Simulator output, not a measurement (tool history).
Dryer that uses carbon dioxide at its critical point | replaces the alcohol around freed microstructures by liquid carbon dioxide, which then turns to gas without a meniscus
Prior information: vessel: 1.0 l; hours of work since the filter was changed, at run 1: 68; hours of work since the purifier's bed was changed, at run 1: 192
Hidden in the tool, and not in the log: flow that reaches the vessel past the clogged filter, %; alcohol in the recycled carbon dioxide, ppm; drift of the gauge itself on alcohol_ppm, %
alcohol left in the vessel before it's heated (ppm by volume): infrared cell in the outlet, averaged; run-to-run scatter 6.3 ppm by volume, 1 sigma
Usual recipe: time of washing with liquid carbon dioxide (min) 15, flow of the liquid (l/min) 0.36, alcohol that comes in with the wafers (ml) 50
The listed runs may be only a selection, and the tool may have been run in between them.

| run | hour | time of washing with liquid carbon dioxide (min) | flow of the liquid (l/min) | alcohol that comes in with the wafers (ml) | hours of work since the filter was changed | hours of work since the purifier's bed was changed | alcohol left in the vessel before it's heated (ppm by volume) |
|---|---|---|---|---|---|---|---|
| 1 | 0 | 15 | 0.36 | 50 | 68 | 192 | 414 |
| 2 | 15 | 15 | 0.36 | 50 | 80 | 203 | 413 |
| 3 | 41.8 | 15 | 0.36 | 94 | 100 | 224 | 827 |
| 4 | 67.7 | 15 | 0.36 | 94 | 120 | 243 | 870 |
| 5 | 80.4 | 15 | 0.36 | 94 | 130 | 253 | 933 |
| 6 | 98.6 | 15 | 0.36 | 94 | 144 | 267 | 984 |
| 7 | 118.4 | 15 | 0.36 | 94 | 159 | 282 | 1089 |
| 8 | 146.1 | 15 | 0.36 | 50 | 180 | 304 | 662 |
| 9 | 173.3 | 15 | 0.36 | 66 | 201 | 324 | 932 |
|  | 187.6 | inlet filter changed |
| 10 | 197.9 | 15 | 0.36 | 50 | 8 | 343 | 366 |
| 11 | 213.5 | 15 | 0.36 | 50 | 20 | 354 | 367 |
| 12 | 241.8 | 15 | 0.36 | 50 | 42 | 376 | 403 |
| 13 | 266.3 | 15 | 0.402 | 50 | 60 | 395 | 309 |
| 14 | 288.8 | 15 | 0.36 | 22 | 78 | 412 | 292 |
| 15 | 316.7 | 15 | 0.36 | 22 | 99 | 434 | 298 |
| 16 | 333.8 | 23 | 0.231 | 22 | 112 | 447 | 356 |
| 17 | 347.9 | 23 | 0.231 | 22 | 123 | 457 | 367 |
| 18 | 371.1 | 23 | 0.231 | 22 | 141 | 475 | 394 |
| 19 | 395.5 | 18 | 0.403 | 93 | 159 | 494 | 336 |
| 20 | 409.2 | 21 | 0.359 | 21 | 170 | 504 | 183 |
| 21 | 430.9 | 17 | 0.359 | 95 | 186 | 521 | 769 |
| 22 | 444 | 17 | 0.29 | 95 | 197 | 531 | 1925 |
| 23 | 460.4 | 12 | 0.579 | 110 | 209 | 544 | 531 |
|  | 463.2 | inlet filter changed |
| 24 | 488.8 | 12 | 0.579 | 110 | 20 | 565 | 293 |
| 25 | 502.7 | 13 | 0.36 | 21 | 30 | 575 | 435 |
| 26 | 526.6 | 13 | 0.36 | 21 | 49 | 594 | 449 |
|  | 552.8 | purifier's bed changed |
| 27 | 557.6 | 15 | 0.396 | 50 | 70 | 4 | 226 |

Alternative continuations, all from the tool just after run 27; predict every row:
| A | 571.6 | 20 | 0.247 | 50 | 81 | 14 | ? |
| B | 571.6 | 10 | 0.437 | 52 | 81 | 14 | ? |
| C | 571.6 | 16 | 0.529 | 22 | 81 | 14 | ? |
| D | 571.6 | 12 | 0.507 | 63 | 81 | 14 | ? |
| E | 571.6 | 13 | 0.3 | 44 | 81 | 14 | ? |

| run | alcohol left in the vessel before it's heated (ppm by volume) |
|---|---|
| A | 619 |
| B | 955 |
| C | 24 |
| D | 230 |
| E | 1338 |
Stripped of hidden state, with their random variation kept, the same runs would have yielded:
| run | alcohol left in the vessel before it's heated (ppm by volume) |
|---|---|
| A | 433 |
| B | 691 |
| C | 13 |
| D | 144 |
| E | 1008 |
